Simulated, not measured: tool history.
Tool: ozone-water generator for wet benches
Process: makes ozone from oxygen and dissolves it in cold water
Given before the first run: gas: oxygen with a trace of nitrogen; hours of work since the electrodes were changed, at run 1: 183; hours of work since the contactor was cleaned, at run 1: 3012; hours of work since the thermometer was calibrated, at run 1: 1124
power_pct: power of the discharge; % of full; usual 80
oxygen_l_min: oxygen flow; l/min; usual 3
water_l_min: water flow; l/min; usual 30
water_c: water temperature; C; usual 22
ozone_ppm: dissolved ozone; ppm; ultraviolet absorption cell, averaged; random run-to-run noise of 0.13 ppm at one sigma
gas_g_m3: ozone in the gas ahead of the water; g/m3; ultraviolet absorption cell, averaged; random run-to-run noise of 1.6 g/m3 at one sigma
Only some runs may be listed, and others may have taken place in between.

| run | hour | power_pct | oxygen_l_min | water_l_min | water_c | hours of work since the electrodes were changed | hours of work since the contactor was cleaned | hours of work since the thermometer was calibrated | ozone_ppm | gas_g_m3 |
|---|---|---|---|---|---|---|---|---|---|---|
| 1 | 0 | 80 | 3 | 30 | 22 | 183 | 3012 | 1124 | 15.3 | 302.3 |
| 2 | 28.7 | 80 | 3 | 30 | 22 | 201 | 3030 | 1141 | 15.1 | 299.6 |
| 3 | 49.8 | 80 | 3 | 30 | 22 | 213 | 3043 | 1154 | 14.8 | 303.3 |
| 4 | 69.5 | 80 | 3 | 30 | 22 | 225 | 3054 | 1166 | 15 | 302.5 |
| 5 | 89.1 | 80 | 3 | 28 | 22 | 237 | 3066 | 1178 | 16.1 | 300.7 |
| 6 | 114.5 | 80 | 3 | 28 | 22 | 253 | 3082 | 1193 | 16.3 | 302.4 |
| 7 | 151.5 | 66 | 3 | 28 | 22 | 275 | 3104 | 1215 | 13.7 | 255.9 |
| 8 | 186.8 | 71 | 3 | 21 | 22 | 296 | 3125 | 1237 | 19.3 | 270.8 |
| 9 | 212.5 | 43 | 3.78 | 46 | 15 | 312 | 3141 | 1252 | 6.4 | 161.8 |
| 10 | 247 | 43 | 3.78 | 46 | 15 | 333 | 3162 | 1273 | 6.3 | 160.6 |
| 11 | 269.2 | 55 | 1.83 | 33 | 17 | 346 | 3175 | 1286 | 8.5 | 265 |
| 12 | 301.7 | 40 | 3.52 | 39 | 24 | 366 | 3195 | 1306 | 6.4 | 152.5 |

Forecast each of these 5 alternatives for the next run:
| A | 337.7 | 45 | 2.32 | 30 | 20 | 387 | 3217 | 1328 | ? | ? |
| B | 337.7 | 56 | 3.52 | 39 | 24 | 387 | 3217 | 1328 | ? | ? |
| C | 337.7 | 40 | 3.52 | 39 | 28 | 387 | 3217 | 1328 | ? | ? |
| D | 337.7 | 80 | 3 | 30 | 30 | 387 | 3217 | 1328 | ? | ? |
| E | 337.7 | 41 | 3.52 | 39 | 24 | 387 | 3217 | 1328 | ? | ? |

| run | ozone_ppm | gas_g_m3 |
|---|---|---|
| A | 8.6 | 199.4 |
| B | 8.9 | 206.3 |
| C | 6.3 | 153.8 |
| D | 13.9 | 299.4 |
| E | 6.7 | 155.8 |
Without the tool's unlogged condition, the same runs would have read:
| run | ozone_ppm | gas_g_m3 |
|---|---|---|
| A | 8.6 | 202.1 |
| B | 8.9 | 209.1 |
| C | 6.3 | 155.9 |
| D | 13.9 | 303.5 |
| E | 6.7 | 157.9 |
